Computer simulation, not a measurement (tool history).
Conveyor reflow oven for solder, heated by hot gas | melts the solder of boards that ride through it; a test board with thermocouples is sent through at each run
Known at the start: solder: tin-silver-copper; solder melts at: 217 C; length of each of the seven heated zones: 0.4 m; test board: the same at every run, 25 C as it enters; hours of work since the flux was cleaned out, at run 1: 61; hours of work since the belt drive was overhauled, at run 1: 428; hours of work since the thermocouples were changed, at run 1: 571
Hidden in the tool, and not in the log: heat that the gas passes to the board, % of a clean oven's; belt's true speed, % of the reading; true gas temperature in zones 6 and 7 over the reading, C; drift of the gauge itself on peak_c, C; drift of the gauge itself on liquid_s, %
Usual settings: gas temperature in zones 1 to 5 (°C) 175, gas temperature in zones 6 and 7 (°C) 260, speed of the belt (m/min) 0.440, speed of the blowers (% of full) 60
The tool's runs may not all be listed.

run   hour  gas temperature in zones 1 to 5 (°C)  gas temperature in zones 6 and 7 (°C)  speed of the belt (m/min)  speed of the blowers (% of full)  hours of work since the flux was cleaned out  hours of work since the belt drive was overhauled  hours of work since the thermocouples were changed  highest temperature of the board (°C)  time above the solder's melting point (s)
  1    0.0                                   175                                    260                      0.440                                60                                            61                                                428                                                 571                                  250.8                                       84.5
  2   13.4                                   175                                    260                      0.440                                60                                            70                                                437                                                 580                                  250.9                                       85.0
  3   22.5                                   175                                    260                      0.440                                60                                            76                                                443                                                 586                                  250.8                                       85.7
  4   40.0                                   182                                    260                      0.440                                60                                            88                                                455                                                 598                                  251.5                                       90.1
  5   51.1                                   182                                    260                      0.440                                60                                            95                                                463                                                 606                                  251.8                                       89.9
  6   68.8                                   182                                    260                      0.440                                60                                           107                                                475                                                 618                                  251.6                                       90.1
  7   77.4                                   182                                    260                      0.440                                60                                           113                                                481                                                 623                                  251.7                                       89.5
  8   87.4                                   175                                    260                      0.440                                60                                           120                                                487                                                 630                                  250.4                                       84.2
      92.2  -- belt drive overhauled, speed set with a stopwatch
  9  108.5                                   175                                    268                      0.440                                60                                           131                                                 11                                                 642                                  258.3                                       93.2
 10  122.6                                   175                                    268                      0.440                                60                                           141                                                 21                                                 651                                  258.1                                       92.5
     133.3  -- belt drive overhauled, speed set with a stopwatch, once more
 11  137.8                                   175                                    268                      0.440                                60                                           149                                                  3                                                 659                                  257.7                                       88.6
 12  147.5                                   175                                    268                      0.440                                60                                           155                                                 10                                                 665                                  257.9                                       89.2
 13  157.5                                   175                                    268                      0.440                                60                                           162                                                 16                                                 672                                  257.3                                       89.2
 14  176.1                                   175                                    260                      0.440                                60                                           175                                                 29                                                 685                                  249.8                                       83.0
 15  194.1                                   175                                    260                      0.440                                60                                           187                                                 41                                                 697                                  249.9                                       82.2
     201.5  -- flux residue cleaned out of gas plates and filters
 16  208.7                                   175                                    260                      0.440                                60                                             5                                                 48                                                 703                                  251.3                                       84.5
 17  226.4                                   175                                    260                      0.440                                60                                            17                                                 60                                                 715                                  250.9                                       83.9
 18  236.2                                   175                                    260                      0.440                                60                                            23                                                 66                                                 722                                  250.9                                       83.0
 19  251.5                                   175                                    260                      0.440                                73                                            34                                                 77                                                 732                                  252.5                                       86.2
 20  270.3                                   173                                    260                      0.413                                73                                            47                                                 89                                                 745                                  253.5                                       92.6
 21  286.1                                   169                                    252                      0.407                                55                                            57                                                100                                                 756                                  243.9                                       79.9
 22  303.2                                   177                                    250                      0.440                                60                                            69                                                112                                                 767                                  241.5                                       74.7
 23  319.4                                   175                                    274                      0.440                                60                                            80                                                123                                                 778                                  263.5                                       94.5
 24  329.5                                   175                                    274                      0.440                                60                                            87                                                129                                                 785                                  263.2                                       94.8
 25  338.7                                   175                                    274                      0.440                                60                                            93                                                136                                                 791                                  263.7                                       95.3
 26  353.5                                   175                                    274                      0.488                                55                                           103                                                146                                                 801                                  259.7                                       81.2
 27  361.7                                   175                                    274                      0.488                                55                                           108                                                151                                                 807                                  259.7                                       82.3
 28  377.1                                   178                                    260                      0.484                                55                                           119                                                162                                                 817                                  248.0                                       72.8
 29  394.0                                   185                                    267                      0.402                                80                                           130                                                173                                                 829                                  261.9                                      108.3
 30  405.4                                   185                                    267                      0.402                                80                                           138                                                181                                                 836                                  262.0                                      108.9

4 ways to go on from here, each from the tool as it stands after run 30. What would each give?
  A  418.3                                   185                                    267                      0.402                                59                                           147                                                190                                                 845                                      ?                                          ?
  B  418.3                                   169                                    269                      0.440                                60                                           147                                                190                                                 845                                      ?                                          ?
  C  418.3                                   185                                    267                      0.434                                80                                           147                                                190                                                 845                                      ?                                          ?
  D  418.3                                   185                                    252                      0.402                                81                                           147                                                190                                                 845                                      ?                                          ?

run  highest temperature of the board (°C)  time above the solder's melting point (s)
  A                                  259.7                                      106.1
  B                                  258.4                                       87.5
  C                                  260.7                                      100.2
  D                                  247.5                                       98.3
Without the tool's hidden state the same runs would have given:
run  highest temperature of the board (°C)  time above the solder's melting point (s)
  A                                  259.6                                      105.5
  B                                  258.6                                       87.2
  C                                  260.7                                       99.7
  D                                  247.4                                       98.1
